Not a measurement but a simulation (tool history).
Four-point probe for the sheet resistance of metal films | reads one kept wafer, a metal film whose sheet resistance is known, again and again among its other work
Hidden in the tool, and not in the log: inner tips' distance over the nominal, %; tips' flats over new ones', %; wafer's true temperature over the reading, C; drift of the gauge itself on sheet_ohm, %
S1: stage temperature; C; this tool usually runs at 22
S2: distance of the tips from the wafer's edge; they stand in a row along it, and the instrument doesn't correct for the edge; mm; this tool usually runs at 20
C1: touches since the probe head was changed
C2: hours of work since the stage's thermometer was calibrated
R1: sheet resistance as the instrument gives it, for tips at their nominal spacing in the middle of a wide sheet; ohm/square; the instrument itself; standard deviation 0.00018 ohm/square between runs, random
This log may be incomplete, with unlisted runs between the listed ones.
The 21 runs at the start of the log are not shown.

Run 22, day 33.608: usual settings but S2 6 mm; C1 17522; C2 1463. Result: R1 0.941895 ohm/square.
Run 23, day 35.408: usual settings but S1 24 C, S2 14 mm; C1 18193; C2 1483. Result: R1 0.925864 ohm/square.
Run 24, day 37.083: usual settings but S1 19 C; C1 18818; C2 1502. Result: R1 0.920126 ohm/square.
Run 25, day 38.271: usual settings but S1 19 C; C1 19260; C2 1516. Result: R1 0.920016 ohm/square.
Run 26, day 39.433: usual settings but S1 19 C; C1 19695; C2 1529. Result: R1 0.920538 ohm/square.
Run 27, day 40.7: usual settings but S1 31 C; C1 20166; C2 1543. Result: R1 0.927822 ohm/square.
Run 28, day 42.533: usual settings but S1 31 C, S2 6 mm; C1 20851; C2 1564. Result: R1 0.94778 ohm/square.
Run 29, day 43.425: usual settings but S1 30 C, S2 56 mm; C1 21182; C2 1574. Result: R1 0.925437 ohm/square.
Run 30, day 45.358: usual settings but S1 30 C, S2 56 mm; C1 21903; C2 1596. Result: R1 0.925617 ohm/square.
Run 31, day 47.254: usual settings but S1 30 C, S2 50 mm; C1 22609; C2 1617. Result: R1 0.925777 ohm/square.
Run 32, day 49.108: usual settings but S1 21 C, S2 16 mm; C1 23302; C2 1638. Result: R1 0.922444 ohm/square.
Run 33, day 50.704: usual settings but S2 21 mm; C1 23896; C2 1656. Result: R1 0.921978 ohm/square.
Run 34, day 51.733: usual settings but S2 21 mm; C1 24280; C2 1668. Result: R1 0.921811 ohm/square.
Run 35, day 53.392: usual settings but S2 21 mm; C1 24899; C2 1686. Result: R1 0.921999 ohm/square.
Run 36, day 55.221: usual settings but S1 25 C, S2 45 mm; C1 25580; C2 1707. Result: R1 0.922678 ohm/square.
Run 37, day 56.783: usual settings but S1 18 C, S2 71 mm; C1 26162; C2 1725. Result: R1 0.917974 ohm/square.
Run 38, day 58.888: usual settings but S1 21 C, S2 6 mm; C1 26947; C2 1749. Result: R1 0.941163 ohm/square.
At day 60.225: stage's thermometer calibrated.
Run 39, day 60.812: usual settings but S1 21 C, S2 6 mm; C1 27657; C2 7. Result: R1 0.941433 ohm/square.
Run 40, day 62.075: usual settings but S1 21 C, S2 6 mm; C1 28127; C2 21. Result: R1 0.941132 ohm/square.
Run 41, day 62.996: usual settings but S1 29 C, S2 54 mm; C1 28472; C2 31. Result: R1 0.925211 ohm/square.
Run 42, day 63.9: usual settings but S1 21 C, S2 28 mm; C1 28809; C2 42. Result: R1 0.920161 ohm/square.
Run 43, day 65.262: usual settings but S1 20 C, S2 14 mm; C1 29317; C2 57. Result: R1 0.922786 ohm/square.
Run 44, day 66.542: usual settings but S1 29 C, S2 6 mm; C1 29794; C2 71. Result: R1 0.946557 ohm/square.

Alternative continuations, all from the tool just after run 44; predict every row:
Run A, day 67.45: usual settings but S1 30 C; C1 30131; C2 82. Result: R1 ?.
Run B, day 67.45: usual settings but S1 25 C, S2 38 mm; C1 30131; C2 82. Result: R1 ?.
Run C, day 67.45: usual settings but S1 29 C, S2 7 mm; C1 30131; C2 82. Result: R1 ?.
Run D, day 67.45: usual settings but S1 32 C, S2 3 mm; C1 30131; C2 82. Result: R1 ?.

run        R1
  A  0.927086
  B  0.922395
  C  0.940877
  D   1.00737
Without the tool's unlogged condition, the same runs would have read:
run        R1
  A  0.927048
  B  0.922357
  C  0.940838
  D  1.007328
